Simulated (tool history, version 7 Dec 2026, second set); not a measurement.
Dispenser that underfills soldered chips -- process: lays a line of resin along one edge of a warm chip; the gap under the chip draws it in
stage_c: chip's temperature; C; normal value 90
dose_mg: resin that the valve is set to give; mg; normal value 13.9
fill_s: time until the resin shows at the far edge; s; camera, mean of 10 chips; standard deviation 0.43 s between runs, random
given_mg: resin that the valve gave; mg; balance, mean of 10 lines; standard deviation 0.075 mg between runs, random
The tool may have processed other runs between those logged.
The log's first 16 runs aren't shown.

Run 17, day 3.796: usual settings but dose_mg 14.3 mg. Result: fill_s 55.8 s, given_mg 13.89 mg.
At day 3.958: new syringe of resin.
Run 18, day 3.958: usual settings but stage_c 96 C. Result: fill_s 24.7 s, given_mg 13.48 mg.
Run 19, day 4.267: usual settings but stage_c 96 C. Result: fill_s 40.3 s, given_mg 13.38 mg.
Run 20, day 4.425: usual settings but stage_c 97 C, dose_mg 14.9 mg. Result: fill_s 48.3 s, given_mg 14.16 mg.
At day 4.546: new syringe of resin.
Run 21, day 4.600: usual settings but stage_c 93 C, dose_mg 15.7 mg. Result: fill_s 29.6 s, given_mg 15.06 mg.
Run 22, day 4.854: usual settings but stage_c 93 C, dose_mg 15.7 mg. Result: fill_s 43.7 s, given_mg 14.94 mg.
Run 23, day 5.062: usual settings but stage_c 85 C, dose_mg 12.1 mg. Result: fill_s 84.5 s, given_mg 11.56 mg.
At day 5.117: new syringe of resin.
Run 24, day 5.242: usual settings but stage_c 87 C. Result: fill_s 41.4 s, given_mg 13.34 mg.
Run 25, day 5.396: usual settings but stage_c 87 C. Result: fill_s 52.5 s, given_mg 13.32 mg.
Run 26, day 5.575: usual settings but stage_c 87 C. Result: fill_s 68.5 s, given_mg 13.24 mg.
At day 5.704: new syringe of resin.
Run 27, day 5.883: usual settings but stage_c 77 C, dose_mg 14.7 mg. Result: fill_s 63.3 s, given_mg 13.84 mg.
Run 28, day 6.158: usual settings but stage_c 102 C, dose_mg 16.1 mg. Result: fill_s 39.9 s, given_mg 15.26 mg.
At day 6.267: new syringe of resin.
Run 29, day 6.412: usual settings but stage_c 87 C. Result: fill_s 45.1 s, given_mg 12.89 mg.
Run 30, day 6.712: usual settings but dose_mg 14.1 mg. Result: fill_s 62.8 s, given_mg 13.00 mg.
At day 6.842: new syringe of resin.
Run 31, day 6.979: usual settings but stage_c 89 C, dose_mg 13.7 mg. Result: fill_s 40.1 s, given_mg 12.66 mg.
Run 32, day 7.262: usual settings but stage_c 76 C, dose_mg 17.3 mg. Result: fill_s 92.4 s, given_mg 15.89 mg.
At day 7.412: new syringe of resin.
Run 33, day 7.517: usual settings but stage_c 103 C, dose_mg 12.4 mg. Result: fill_s 25.2 s, given_mg 11.31 mg.
Run 34, day 7.808: usual settings but stage_c 81 C, dose_mg 17.8 mg. Result: fill_s 73.1 s, given_mg 16.14 mg.
At day 7.979: new syringe of resin.
Run 35, day 8.117: usual settings but stage_c 100 C, dose_mg 13.5 mg. Result: fill_s 28.8 s, given_mg 12.11 mg.

Branching from run 35: 3 alternative next runs. What would each branch give?
Run A, day 8.283: usual settings but stage_c 77 C, dose_mg 16.9 mg. Result: fill_s ?, given_mg ?.
Run B, day 8.283: usual settings but stage_c 97 C, dose_mg 18.0 mg. Result: fill_s ?, given_mg ?.
Run C, day 8.283: usual settings but stage_c 78 C, dose_mg 12.0 mg. Result: fill_s ?, given_mg ?.

run  fill_s  given_mg
  A    73.6     15.32
  B    36.6     16.14
  C    79.6     10.78
With no hidden state in the tool, these same runs would have given:
run  fill_s  given_mg
  A    45.4     17.05
  B    22.8     17.98
  C    47.7     12.00

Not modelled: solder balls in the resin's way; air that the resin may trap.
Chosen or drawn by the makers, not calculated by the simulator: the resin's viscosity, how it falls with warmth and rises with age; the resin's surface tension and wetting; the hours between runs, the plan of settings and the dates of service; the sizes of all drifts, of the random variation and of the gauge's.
